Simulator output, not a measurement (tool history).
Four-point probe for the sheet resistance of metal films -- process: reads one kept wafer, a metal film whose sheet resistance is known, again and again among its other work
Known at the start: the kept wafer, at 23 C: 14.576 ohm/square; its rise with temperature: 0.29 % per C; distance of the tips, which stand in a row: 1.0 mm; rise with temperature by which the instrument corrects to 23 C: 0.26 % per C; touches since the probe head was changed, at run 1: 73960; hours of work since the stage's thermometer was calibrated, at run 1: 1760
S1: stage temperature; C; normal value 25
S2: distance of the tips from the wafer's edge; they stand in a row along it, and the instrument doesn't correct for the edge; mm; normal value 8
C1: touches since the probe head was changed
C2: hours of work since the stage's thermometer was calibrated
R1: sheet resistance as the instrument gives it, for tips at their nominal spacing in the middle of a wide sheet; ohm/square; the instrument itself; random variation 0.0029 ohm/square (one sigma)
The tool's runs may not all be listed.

run 1 hour=0 | S1=25 S2=8 | C1=73960 C2=1760 | R1=14.821943
run 2 hour=44 | S1=25 S2=8 | C1=75723 C2=1792 | R1=14.828368
run 3 hour=87 | S1=28 S2=8 | C1=77445 C2=1823 | R1=14.84484
run 4 hour=113.8 | S1=28 S2=8 | C1=78518 C2=1843 | R1=14.845307
run 5 hour=147.5 | S1=28 S2=8 | C1=79866 C2=1867 | R1=14.847101
run 6 hour=188.4 | S1=25 S2=62 | C1=81504 C2=1897 | R1=14.718056
run 7 hour=227.2 | S1=25 S2=62 | C1=83059 C2=1925 | R1=14.718918
run 8 hour=250.1 | S1=25 S2=62 | C1=83974 C2=1941 | R1=14.722541
run 9 hour=296.7 | S1=25 S2=4 | C1=85840 C2=1975 | R1=15.201949
-- hour=300.5 stage's thermometer calibrated
run 10 hour=327 | S1=25 S2=4 | C1=87034 C2=19 | R1=15.211913

Run 11, settings as shown, results not yet in. Your forecast:
run 11 hour=348.3 | S1=25 S2=4 | C1=87884 C2=35 | R1=?

Run 11 yielded R1 15.2232 ohm/square.
The same run, on a tool lacking any hidden state, would have yielded R1 15.06507 ohm/square.
